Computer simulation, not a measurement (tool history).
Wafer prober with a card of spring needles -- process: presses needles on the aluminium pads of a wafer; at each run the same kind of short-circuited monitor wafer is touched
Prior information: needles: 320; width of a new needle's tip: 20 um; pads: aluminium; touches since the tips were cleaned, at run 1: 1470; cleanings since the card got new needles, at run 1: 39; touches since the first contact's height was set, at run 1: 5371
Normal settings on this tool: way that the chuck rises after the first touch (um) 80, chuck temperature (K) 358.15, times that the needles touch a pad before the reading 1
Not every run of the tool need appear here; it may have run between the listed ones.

run	hour	way that the chuck rises after the first touch (um)	chuck temperature (K)	times that the needles touch a pad before the reading	touches since the tips were cleaned	cleanings since the card got new needles	touches since the first contact's height was set	resistance of one needle with its contact and lead (mohm)	way that a needle slides on the pad (um)
1	0	80	358.15	1	1470	39	5371	152	18.3
# hour 6.5: tips cleaned on abrasive film
# hour 16.2: tips cleaned on abrasive film
2	17.7	80	358.15	1	649	41	12786	151	18.44
# hour 26: tips cleaned on abrasive film
3	32.4	80	358.15	1	2721	42	19004	151	18.42
# hour 36.7: tips cleaned on abrasive film
4	41.5	80	358.15	1	2019	43	22796	152	18.42
# hour 46.5: tips cleaned on abrasive film
5	54.9	80	358.15	1	3560	44	28433	153	18.51
# hour 56.4: tips cleaned on abrasive film
# hour 66.3: tips cleaned on abrasive film
6	70.4	80	358.15	1	1728	46	34943	151	18.4
# hour 76.9: tips cleaned on abrasive film
7	79.8	86	358.15	1	1259	47	38889	154	19.83
# hour 86.6: tips cleaned on abrasive film
# hour 97.1: tips cleaned on abrasive film
8	98.5	86	358.15	1	622	49	46741	150	19.9
# hour 106.9: tips cleaned on abrasive film
9	112.8	86	358.15	1	2500	50	52751	151	19.89
# hour 117.2: tips cleaned on abrasive film
10	121.9	98	358.15	1	2008	51	56577	146	22.59
# hour 127.8: tips cleaned on abrasive film
11	132.8	98	358.15	1	2112	52	61146	146	22.62
# hour 137.5: tips cleaned on abrasive film
12	144.6	78	358.15	1	2996	53	66092	155	18.13
# hour 148.2: tips cleaned on abrasive film
# hour 157.9: tips cleaned on abrasive film
13	159.7	78	358.15	1	756	55	72411	152	18.06
# hour 167.5: tips cleaned on abrasive film
# hour 177.1: tips cleaned on abrasive film
14	177.6	78	358.15	1	172	57	79912	156	18.19
# hour 186.8: tips cleaned on abrasive film
15	186.8	78	358.15	1	0	58	83791	153	18.16
# hour 196.7: tips cleaned on abrasive film
# hour 206.4: tips cleaned on abrasive film
16	208.4	78	358.15	1	847	60	92879	153	18.18
# hour 215.8: tips cleaned on abrasive film
17	223.8	66	358.15	1	3414	61	99368	160	15.39
# hour 225.6: tips cleaned on abrasive film
# hour 235.8: tips cleaned on abrasive film
# hour 245.1: tips cleaned on abrasive film
18	245.7	78	322.15	1	253	64	108524	146	18.1
# hour 255: tips cleaned on abrasive film
# hour 265.1: tips cleaned on abrasive film
19	266.3	80	301.15	1	527	66	117181	143	18.75
# hour 274.9: tips cleaned on abrasive film
20	278.8	83	308.15	1	1645	67	122434	141	19.39
# hour 285: tips cleaned on abrasive film
# hour 294.9: tips cleaned on abrasive film
21	299.3	83	308.15	3	1874	69	131057	144	19.32
# hour 305.9: tips cleaned on abrasive film
# hour 315.8: tips cleaned on abrasive film
22	315.9	71	318.15	3	7	71	137973	148	16.64
# hour 325.3: tips cleaned on abrasive film
23	330.3	80	298.15	2	2114	72	144045	140	18.8
# hour 334: gauge calibrated
# hour 336.1: tips cleaned on abrasive film
# hour 346.6: tips cleaned on abrasive film
24	351.2	62	397.15	2	1951	74	152847	166	14.2
# hour 356.7: tips cleaned on abrasive film
25	361.8	81	358.15	3	2138	75	157274	152	18.6
# hour 367.4: tips cleaned on abrasive film
26	375.3	76	311.15	3	3363	76	162982	146	17.46
# hour 377: tips cleaned on abrasive film
# hour 386.5: tips cleaned on abrasive film
# hour 392.8: height of the first contact set anew
# hour 396.3: tips cleaned on abrasive film
27	397.7	97	331.15	1	583	79	2021	144	22.27

3 options for the next run, each taken on its own from the tool as it stands now. Forecast them:
# hour 405.7: tips cleaned on abrasive film
A	414.2	61	309.15	1	3600	80	8975	?	?
# hour 405.7: tips cleaned on abrasive film
B	414.2	79	358.15	1	3600	80	8975	?	?
# hour 405.7: tips cleaned on abrasive film
C	414.2	97	344.15	1	3600	80	8975	?	?

run	resistance of one needle with its contact and lead (mohm)	way that a needle slides on the pad (um)
A	154	14.11
B	153	18.25
C	146	22.45
Without the tool's hidden state the same runs would have given:
run	resistance of one needle with its contact and lead (mohm)	way that a needle slides on the pad (um)
A	153	14.03
B	152	18.15
C	145	22.33

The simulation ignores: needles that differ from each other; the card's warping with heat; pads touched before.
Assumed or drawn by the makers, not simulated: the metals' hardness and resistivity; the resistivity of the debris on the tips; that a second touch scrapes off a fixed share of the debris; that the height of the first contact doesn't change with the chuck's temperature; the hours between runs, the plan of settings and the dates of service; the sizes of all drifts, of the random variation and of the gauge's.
